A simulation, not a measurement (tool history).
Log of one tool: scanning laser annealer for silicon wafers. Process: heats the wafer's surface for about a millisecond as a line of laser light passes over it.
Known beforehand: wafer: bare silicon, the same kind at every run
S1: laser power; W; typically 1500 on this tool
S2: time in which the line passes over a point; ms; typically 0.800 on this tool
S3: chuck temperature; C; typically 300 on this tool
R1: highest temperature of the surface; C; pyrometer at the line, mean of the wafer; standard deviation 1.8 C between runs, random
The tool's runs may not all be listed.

run	day	S1	S2	S3	R1
1	0.000	1500	0.800	300	1053
2	0.462	1500	0.800	300	1051
3	0.788	1500	0.800	277	1029
4	1.108	1500	0.800	277	1026
5	1.458	1500	0.800	277	1027
6	1.775	1500	0.800	277	1030
7	2.242	1500	0.800	277	1028
8	2.679	1500	0.800	277	1030
9	3.008	1500	0.800	277	1029
10	3.404	1500	0.800	277	1028
11	3.775	1500	0.800	277	1024
12	4.129	1330	0.800	300	972
13	4.438	1500	0.724	300	1011
# day 4.667: optics aligned, line set to its width
14	5.079	1500	0.724	300	1009
15	5.458	1500	0.724	300	1007
16	5.821	1500	0.724	300	1006
# day 6.333: optics aligned, line set to its width, once more
17	6.433	1500	0.724	300	1012
18	6.629	1500	0.800	300	1051
19	6.871	1500	0.800	300	1050
20	7.329	1500	0.800	300	1050
21	7.721	1500	0.800	300	1054
22	8.021	1379	0.590	288	883
23	8.421	1379	0.590	288	878
24	8.771	1379	0.590	288	879
25	9.167	1379	0.590	288	882
26	9.425	1285	0.599	300	857
27	9.808	1560	0.760	314	1067
28	10.162	1281	0.657	277	861
29	10.483	1582	0.729	317	1063
30	10.754	1493	0.760	280	1003
31	11.038	1493	0.760	280	1003
32	11.358	1562	0.886	265	1083
33	11.783	1526	0.886	327	1127
34	12.208	1500	0.800	263	1010
35	12.646	1337	0.609	281	862
36	12.988	1337	0.609	281	864
37	13.383	1337	0.647	284	886
38	13.633	1541	0.647	278	961
39	13.954	1541	0.647	278	964
40	14.371	1541	0.647	278	962
41	14.779	1597	0.647	293	998
42	15.158	1576	0.647	293	990

Some steps in R1, run to run, broken into two amounts with sign: the step expected even without the hidden condition (settings, incoming material, random variation), and the rest, left for the hidden condition together with whatever gauge scatter is not in both the measured and the hidden-condition-free result:
What the log doesn't record here: light that passes the window, % of a clean one's; laser's true power over the reading, %; width of the line over the set one, %; drift of the gauge itself on peak_c, C.
Run 16 -> 17: optics aligned, line set to its width, once more. R1 +6 C: hidden state +4, all else +2.
Run 21 -> 22: S1 1500 -> 1379, S2 0.800 -> 0.590, S3 300 -> 288. R1 -171 C: hidden state +2, all else -173.
Run 26 -> 27: S1 1285 -> 1560, S2 0.599 -> 0.760, S3 300 -> 314. R1 +210 C: hidden state -2, all else +212.
Run 27 -> 28: S1 1560 -> 1281, S2 0.760 -> 0.657, S3 314 -> 277. R1 -206 C: hidden state +2, all else -208.
Run 28 -> 29: S1 1281 -> 1582, S2 0.657 -> 0.729, S3 277 -> 317. R1 +202 C: hidden state -2, all else +204.

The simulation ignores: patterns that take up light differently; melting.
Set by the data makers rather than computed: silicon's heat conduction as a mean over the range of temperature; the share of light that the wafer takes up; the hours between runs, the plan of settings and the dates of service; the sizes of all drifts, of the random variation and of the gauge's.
